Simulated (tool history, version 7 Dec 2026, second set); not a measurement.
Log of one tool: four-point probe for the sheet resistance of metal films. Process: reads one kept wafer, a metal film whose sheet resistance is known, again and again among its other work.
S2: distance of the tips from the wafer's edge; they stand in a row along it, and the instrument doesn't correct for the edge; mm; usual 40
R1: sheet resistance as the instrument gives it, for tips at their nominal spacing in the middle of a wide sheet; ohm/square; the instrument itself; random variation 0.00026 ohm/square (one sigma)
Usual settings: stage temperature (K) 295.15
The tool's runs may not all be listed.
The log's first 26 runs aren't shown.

run 27 day=14.583 | stage_temperature_(K)=302.15 S2=40 | R1=1.31554
run 28 day=15.096 | stage_temperature_(K)=298.15 S2=10 | R1=1.328972
run 29 day=15.633 | stage_temperature_(K)=292.15 S2=40 | R1=1.321461
run 30 day=16.208 | stage_temperature_(K)=305.15 S2=10 | R1=1.325654
run 31 day=16.929 | stage_temperature_(K)=307.15 S2=40 | R1=1.313555
run 32 day=17.35 | stage_temperature_(K)=303.15 S2=19 | R1=1.318211
run 33 day=18.067 | stage_temperature_(K)=303.15 S2=19 | R1=1.318997
run 34 day=18.575 | stage_temperature_(K)=299.15 S2=9 | R1=1.331647
run 35 day=19.017 | stage_temperature_(K)=297.15 S2=38 | R1=1.319498
run 36 day=19.721 | stage_temperature_(K)=297.15 S2=38 | R1=1.319708
run 37 day=20.096 | stage_temperature_(K)=302.15 S2=26 | R1=1.317919
run 38 day=20.458 | stage_temperature_(K)=296.15 S2=26 | R1=1.320528
run 39 day=21.233 | stage_temperature_(K)=293.15 S2=36 | R1=1.321945
run 40 day=21.912 | stage_temperature_(K)=296.15 S2=10 | R1=1.33092
run 41 day=22.45 | stage_temperature_(K)=306.15 S2=15 | R1=1.320148
run 42 day=23.208 | stage_temperature_(K)=292.15 S2=19 | R1=1.324892

5 ways to go on from here, each from the tool as it stands after run 42. What would each give?
run A day=23.754 | stage_temperature_(K)=295.15 S2=5 | R1=?
run B day=23.754 | stage_temperature_(K)=292.15 S2=39 | R1=?
run C day=23.754 | stage_temperature_(K)=293.15 S2=5 | R1=?
run D day=23.754 | stage_temperature_(K)=295.15 S2=6 | R1=?
run E day=23.754 | stage_temperature_(K)=293.15 S2=60 | R1=?

run=A R1=1.364449
run=B R1=1.32239
run=C R1=1.366016
run=D R1=1.351455
run=E R1=1.321615
Without the tool's hidden state the same runs would have given:
run=A R1=1.365415
run=B R1=1.323328
run=C R1=1.366982
run=D R1=1.352413
run=E R1=1.322552
